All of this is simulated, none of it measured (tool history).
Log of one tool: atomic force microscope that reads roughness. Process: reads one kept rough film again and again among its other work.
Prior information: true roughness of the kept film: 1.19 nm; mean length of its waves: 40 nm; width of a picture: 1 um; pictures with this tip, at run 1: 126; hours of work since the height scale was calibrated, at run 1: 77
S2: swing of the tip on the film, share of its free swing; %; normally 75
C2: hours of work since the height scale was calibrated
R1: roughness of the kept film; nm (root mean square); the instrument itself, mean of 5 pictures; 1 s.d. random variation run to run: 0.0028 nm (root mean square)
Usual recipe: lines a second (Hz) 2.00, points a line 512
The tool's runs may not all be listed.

{"run": 1, "hour": 0.0, "lines a second (Hz)": 2.0, "S2": 75, "points a line": 512, "pictures with this tip": 126, "C2": 77, "R1": 0.969}
{"run": 2, "hour": 8.7, "lines a second (Hz)": 2.0, "S2": 75, "points a line": 512, "pictures with this tip": 143, "C2": 82, "R1": 0.964}
{"run": 3, "hour": 15.7, "lines a second (Hz)": 2.0, "S2": 75, "points a line": 512, "pictures with this tip": 156, "C2": 87, "R1": 0.964}
{"run": 4, "hour": 29.9, "lines a second (Hz)": 2.0, "S2": 75, "points a line": 390, "pictures with this tip": 183, "C2": 96, "R1": 0.951}
{"run": 5, "hour": 42.7, "lines a second (Hz)": 2.0, "S2": 75, "points a line": 390, "pictures with this tip": 208, "C2": 105, "R1": 0.954}
{"run": 6, "hour": 57.5, "lines a second (Hz)": 2.0, "S2": 75, "points a line": 390, "pictures with this tip": 236, "C2": 115, "R1": 0.946}
{"run": 7, "hour": 73.9, "lines a second (Hz)": 1.07, "S2": 75, "points a line": 512, "pictures with this tip": 268, "C2": 125, "R1": 1.012}
{"hour": 79.1, "done": "new tip fitted"}
{"run": 8, "hour": 87.4, "lines a second (Hz)": 1.07, "S2": 75, "points a line": 512, "pictures with this tip": 15, "C2": 134, "R1": 1.065}
{"run": 9, "hour": 98.7, "lines a second (Hz)": 1.07, "S2": 75, "points a line": 512, "pictures with this tip": 37, "C2": 141, "R1": 1.06}
{"run": 10, "hour": 109.8, "lines a second (Hz)": 1.07, "S2": 75, "points a line": 512, "pictures with this tip": 58, "C2": 149, "R1": 1.052}
{"run": 11, "hour": 124.8, "lines a second (Hz)": 1.07, "S2": 75, "points a line": 512, "pictures with this tip": 87, "C2": 159, "R1": 1.046}
{"run": 12, "hour": 138.4, "lines a second (Hz)": 1.07, "S2": 75, "points a line": 512, "pictures with this tip": 113, "C2": 168, "R1": 1.042}
{"run": 13, "hour": 150.9, "lines a second (Hz)": 1.07, "S2": 63, "points a line": 512, "pictures with this tip": 137, "C2": 176, "R1": 1.089}
{"run": 14, "hour": 164.6, "lines a second (Hz)": 2.0, "S2": 75, "points a line": 512, "pictures with this tip": 163, "C2": 185, "R1": 0.956}
{"run": 15, "hour": 171.2, "lines a second (Hz)": 2.0, "S2": 75, "points a line": 512, "pictures with this tip": 176, "C2": 189, "R1": 0.959}
{"run": 16, "hour": 181.9, "lines a second (Hz)": 2.0, "S2": 75, "points a line": 512, "pictures with this tip": 196, "C2": 196, "R1": 0.957}
{"run": 17, "hour": 192.5, "lines a second (Hz)": 2.0, "S2": 75, "points a line": 512, "pictures with this tip": 216, "C2": 203, "R1": 0.946}
{"run": 18, "hour": 207.6, "lines a second (Hz)": 1.23, "S2": 75, "points a line": 512, "pictures with this tip": 245, "C2": 213, "R1": 1.0}
{"run": 19, "hour": 216.8, "lines a second (Hz)": 1.23, "S2": 75, "points a line": 512, "pictures with this tip": 263, "C2": 219, "R1": 1.001}
{"hour": 224.1, "done": "new tip fitted"}
{"run": 20, "hour": 231.2, "lines a second (Hz)": 1.23, "S2": 75, "points a line": 512, "pictures with this tip": 14, "C2": 228, "R1": 1.054}
{"hour": 233.6, "done": "height scale calibrated on a step standard"}
{"run": 21, "hour": 240.7, "lines a second (Hz)": 1.23, "S2": 75, "points a line": 512, "pictures with this tip": 30, "C2": 5, "R1": 1.051}
{"run": 22, "hour": 254.3, "lines a second (Hz)": 2.0, "S2": 75, "points a line": 512, "pictures with this tip": 56, "C2": 14, "R1": 0.983}
{"run": 23, "hour": 268.0, "lines a second (Hz)": 0.87, "S2": 75, "points a line": 512, "pictures with this tip": 82, "C2": 23, "R1": 1.072}
{"run": 24, "hour": 282.3, "lines a second (Hz)": 3.92, "S2": 75, "points a line": 512, "pictures with this tip": 109, "C2": 32, "R1": 0.853}
{"run": 25, "hour": 297.7, "lines a second (Hz)": 3.92, "S2": 75, "points a line": 512, "pictures with this tip": 139, "C2": 42, "R1": 0.851}
{"run": 26, "hour": 311.4, "lines a second (Hz)": 2.0, "S2": 75, "points a line": 284, "pictures with this tip": 165, "C2": 51, "R1": 0.956}
{"run": 27, "hour": 321.1, "lines a second (Hz)": 2.14, "S2": 64, "points a line": 839, "pictures with this tip": 184, "C2": 58, "R1": 1.028}
{"hour": 325.7, "done": "height scale calibrated on a step standard, once more"}
{"run": 28, "hour": 330.9, "lines a second (Hz)": 0.68, "S2": 82, "points a line": 783, "pictures with this tip": 201, "C2": 3, "R1": 1.035}
{"run": 29, "hour": 343.0, "lines a second (Hz)": 0.68, "S2": 82, "points a line": 783, "pictures with this tip": 224, "C2": 11, "R1": 1.028}
{"run": 30, "hour": 353.7, "lines a second (Hz)": 0.68, "S2": 82, "points a line": 783, "pictures with this tip": 244, "C2": 18, "R1": 1.025}
{"run": 31, "hour": 362.4, "lines a second (Hz)": 0.68, "S2": 82, "points a line": 783, "pictures with this tip": 261, "C2": 24, "R1": 1.022}
{"hour": 371.0, "done": "new tip fitted"}
{"run": 32, "hour": 371.7, "lines a second (Hz)": 2.5, "S2": 57, "points a line": 495, "pictures with this tip": 2, "C2": 30, "R1": 1.093}
{"run": 33, "hour": 380.3, "lines a second (Hz)": 2.45, "S2": 90, "points a line": 375, "pictures with this tip": 18, "C2": 36, "R1": 0.802}
{"run": 34, "hour": 390.0, "lines a second (Hz)": 1.41, "S2": 69, "points a line": 570, "pictures with this tip": 37, "C2": 42, "R1": 1.067}
{"run": 35, "hour": 403.8, "lines a second (Hz)": 1.41, "S2": 69, "points a line": 570, "pictures with this tip": 63, "C2": 51, "R1": 1.06}
{"run": 36, "hour": 411.7, "lines a second (Hz)": 1.56, "S2": 70, "points a line": 512, "pictures with this tip": 78, "C2": 56, "R1": 1.048}
{"run": 37, "hour": 420.9, "lines a second (Hz)": 0.51, "S2": 83, "points a line": 725, "pictures with this tip": 96, "C2": 62, "R1": 1.075}
{"run": 38, "hour": 428.0, "lines a second (Hz)": 0.87, "S2": 83, "points a line": 267, "pictures with this tip": 109, "C2": 67, "R1": 1.019}
{"run": 39, "hour": 436.1, "lines a second (Hz)": 0.87, "S2": 58, "points a line": 267, "pictures with this tip": 125, "C2": 72, "R1": 1.105}
{"run": 40, "hour": 446.9, "lines a second (Hz)": 1.19, "S2": 75, "points a line": 512, "pictures with this tip": 146, "C2": 80, "R1": 1.031}
{"run": 41, "hour": 454.5, "lines a second (Hz)": 1.41, "S2": 75, "points a line": 306, "pictures with this tip": 160, "C2": 85, "R1": 1.004}
{"run": 42, "hour": 462.4, "lines a second (Hz)": 3.56, "S2": 59, "points a line": 426, "pictures with this tip": 175, "C2": 90, "R1": 1.009}
{"run": 43, "hour": 473.8, "lines a second (Hz)": 2.0, "S2": 71, "points a line": 298, "pictures with this tip": 197, "C2": 97, "R1": 0.979}
{"run": 44, "hour": 490.1, "lines a second (Hz)": 0.59, "S2": 67, "points a line": 512, "pictures with this tip": 228, "C2": 108, "R1": 1.083}
{"run": 45, "hour": 497.2, "lines a second (Hz)": 0.91, "S2": 75, "points a line": 399, "pictures with this tip": 242, "C2": 113, "R1": 1.037}
{"run": 46, "hour": 510.0, "lines a second (Hz)": 1.7, "S2": 75, "points a line": 399, "pictures with this tip": 266, "C2": 121, "R1": 0.963}
{"hour": 516.7, "done": "new tip fitted"}
{"run": 47, "hour": 526.0, "lines a second (Hz)": 3.84, "S2": 61, "points a line": 462, "pictures with this tip": 18, "C2": 131, "R1": 1.016}
{"run": 48, "hour": 541.9, "lines a second (Hz)": 1.68, "S2": 61, "points a line": 432, "pictures with this tip": 48, "C2": 142, "R1": 1.089}
{"run": 49, "hour": 558.1, "lines a second (Hz)": 1.29, "S2": 55, "points a line": 500, "pictures with this tip": 79, "C2": 152, "R1": 1.118}
{"run": 50, "hour": 569.8, "lines a second (Hz)": 1.05, "S2": 61, "points a line": 404, "pictures with this tip": 102, "C2": 160, "R1": 1.102}
{"run": 51, "hour": 584.4, "lines a second (Hz)": 0.74, "S2": 75, "points a line": 512, "pictures with this tip": 130, "C2": 170, "R1": 1.076}
{"run": 52, "hour": 594.9, "lines a second (Hz)": 0.52, "S2": 67, "points a line": 678, "pictures with this tip": 150, "C2": 177, "R1": 1.109}

Forecast each of these 5 alternatives for the next run:
{"run": "A", "hour": 606.8, "lines a second (Hz)": 2.0, "S2": 75, "points a line": 560, "pictures with this tip": 173, "C2": 185, "R1": "?"}
{"run": "B", "hour": 606.8, "lines a second (Hz)": 2.46, "S2": 75, "points a line": 328, "pictures with this tip": 173, "C2": 185, "R1": "?"}
{"run": "C", "hour": 606.8, "lines a second (Hz)": 1.97, "S2": 78, "points a line": 571, "pictures with this tip": 173, "C2": 185, "R1": "?"}
{"run": "D", "hour": 606.8, "lines a second (Hz)": 2.0, "S2": 86, "points a line": 512, "pictures with this tip": 173, "C2": 185, "R1": "?"}
{"run": "E", "hour": 606.8, "lines a second (Hz)": 2.0, "S2": 59, "points a line": 569, "pictures with this tip": 173, "C2": 185, "R1": "?"}

run=A R1=0.965
run=B R1=0.926
run=C R1=0.936
run=D R1=0.867
run=E R1=1.060
The same runs, with their run-to-run variation unchanged, on a tool lacking any hidden condition would have given:
run=A R1=0.997
run=B R1=0.957
run=C R1=0.967
run=D R1=0.895
run=E R1=1.095
